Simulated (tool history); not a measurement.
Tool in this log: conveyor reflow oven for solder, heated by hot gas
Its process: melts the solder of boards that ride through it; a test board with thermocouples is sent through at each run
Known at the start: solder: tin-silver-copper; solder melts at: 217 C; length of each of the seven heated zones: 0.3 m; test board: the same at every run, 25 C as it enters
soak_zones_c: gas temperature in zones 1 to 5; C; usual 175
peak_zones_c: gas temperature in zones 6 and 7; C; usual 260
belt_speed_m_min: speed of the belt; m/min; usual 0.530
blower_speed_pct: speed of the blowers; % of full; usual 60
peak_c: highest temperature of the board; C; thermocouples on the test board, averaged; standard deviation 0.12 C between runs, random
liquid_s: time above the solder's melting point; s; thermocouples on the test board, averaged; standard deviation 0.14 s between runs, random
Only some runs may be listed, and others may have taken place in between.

run	hour	soak_zones_c	peak_zones_c	belt_speed_m_min	blower_speed_pct	peak_c	liquid_s
1	0.0	175	260	0.530	60	240.6	40.8
2	34.6	175	269	0.530	60	247.7	47.0
3	75.3	176	260	0.530	60	240.5	41.2
4	112.5	176	260	0.530	60	240.5	41.1
5	145.1	175	260	0.530	60	239.7	40.0
6	182.6	175	260	0.530	60	239.8	40.1
# hour 216.5: flux residue cleaned out of gas plates and filters
7	224.8	175	260	0.530	60	241.2	42.2
8	252.3	175	260	0.530	60	241.3	42.2
9	295.9	175	272	0.530	60	251.2	49.7
# hour 302.3: belt drive overhauled, speed set with a stopwatch
10	327.0	175	272	0.530	60	251.1	50.0
11	368.6	175	272	0.530	60	250.9	49.9
12	392.2	181	260	0.530	60	242.2	45.6
# hour 407.9: thermocouples of zones 6 and 7 changed
13	442.5	175	260	0.547	88	246.5	46.8
14	492.9	175	260	0.547	88	246.5	46.7
# hour 506.2: belt drive overhauled, speed set with a stopwatch, once more
15	530.6	188	260	0.493	60	245.8	54.9
16	559.7	188	260	0.493	60	246.0	55.1
17	588.7	175	260	0.504	57	241.5	43.9
18	622.5	164	254	0.487	76	239.4	42.1
19	670.4	164	254	0.487	76	239.4	41.8
# hour 711.8: flux residue cleaned out of gas plates and filters
20	722.4	164	254	0.487	76	241.2	44.4
21	771.8	164	254	0.487	76	240.9	44.0
22	799.7	164	254	0.487	76	240.8	43.8
23	842.0	164	254	0.487	76	240.7	43.8

Consider 5 possible next runs. They are alternatives, not a sequence: every one starts from the tool as it was left by run 23. What does each give?
A	881.0	188	254	0.487	76	?	?
B	881.0	175	274	0.450	60	?	?
C	881.0	164	267	0.487	76	?	?
D	881.0	190	260	0.530	71	?	?
E	881.0	186	261	0.487	76	?	?

run	peak_c	liquid_s
A	244.0	56.4
B	258.7	65.0
C	251.8	52.9
D	246.8	53.4
E	249.8	59.7
Had the tool no hidden state, the same runs would have come out as:
run	peak_c	liquid_s
A	244.1	56.3
B	258.8	64.7
C	252.1	52.9
D	247.0	53.3
E	250.0	59.5
